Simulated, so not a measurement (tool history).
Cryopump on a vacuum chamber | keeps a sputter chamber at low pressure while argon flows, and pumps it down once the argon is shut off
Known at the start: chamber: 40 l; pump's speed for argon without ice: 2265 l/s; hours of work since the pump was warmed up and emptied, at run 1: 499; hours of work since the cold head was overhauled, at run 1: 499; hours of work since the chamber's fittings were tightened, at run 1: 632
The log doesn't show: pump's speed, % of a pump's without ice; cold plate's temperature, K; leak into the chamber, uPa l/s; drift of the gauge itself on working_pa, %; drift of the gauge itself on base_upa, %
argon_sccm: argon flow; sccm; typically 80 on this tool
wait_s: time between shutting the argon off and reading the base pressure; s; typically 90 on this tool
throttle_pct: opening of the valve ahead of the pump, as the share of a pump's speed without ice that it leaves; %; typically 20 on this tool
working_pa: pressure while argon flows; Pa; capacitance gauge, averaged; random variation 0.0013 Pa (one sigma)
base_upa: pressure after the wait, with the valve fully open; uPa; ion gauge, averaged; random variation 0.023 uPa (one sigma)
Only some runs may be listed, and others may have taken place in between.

| run | hour | argon_sccm | wait_s | throttle_pct | hours of work since the pump was warmed up and emptied | hours of work since the cold head was overhauled | hours of work since the chamber's fittings were tightened | working_pa | base_upa |
|---|---|---|---|---|---|---|---|---|---|
| 1 | 0 | 80 | 90 | 20 | 499 | 499 | 632 | 0.3094 | 0.87 |
| 2 | 57.1 | 80 | 90 | 20 | 523 | 523 | 656 | 0.3083 | 0.94 |
| 3 | 98.6 | 80 | 90 | 20 | 541 | 541 | 674 | 0.3101 | 0.91 |
| 4 | 149.1 | 80 | 90 | 20 | 562 | 562 | 695 | 0.3105 | 0.86 |
| 5 | 208.4 | 80 | 90 | 20 | 587 | 587 | 720 | 0.3091 | 0.96 |
| 6 | 259 | 36 | 180 | 38 | 608 | 608 | 741 | 0.076 | 0.57 |
| 7 | 284.3 | 36 | 180 | 38 | 619 | 619 | 752 | 0.0761 | 0.56 |
| 8 | 336.4 | 139 | 20 | 25 | 641 | 641 | 774 | 0.4345 | 3.26 |
| 9 | 394.8 | 139 | 20 | 16 | 665 | 665 | 798 | 0.6714 | 3.49 |
| 10 | 442.8 | 37 | 149 | 22 | 686 | 686 | 819 | 0.1312 | 0.66 |

4 ways to go on from here, each from the tool as it stands after run 10. What would each give?
| A | 471.3 | 137 | 20 | 20 | 698 | 698 | 831 | ? | ? |
| B | 471.3 | 37 | 149 | 28 | 698 | 698 | 831 | ? | ? |
| C | 471.3 | 77 | 239 | 35 | 698 | 698 | 831 | ? | ? |
| D | 471.3 | 71 | 90 | 20 | 698 | 698 | 831 | ? | ? |

| run | working_pa | base_upa |
|---|---|---|
| A | 0.5351 | 3.37 |
| B | 0.1048 | 0.68 |
| C | 0.1765 | 0.49 |
| D | 0.2772 | 0.89 |
With the hidden condition removed and each run's random variation left untouched, the same runs would have given:
| run | working_pa | base_upa |
|---|---|---|
| A | 0.5121 | 3.26 |
| B | 0.0986 | 0.57 |
| C | 0.1636 | 0.37 |
| D | 0.2652 | 0.77 |
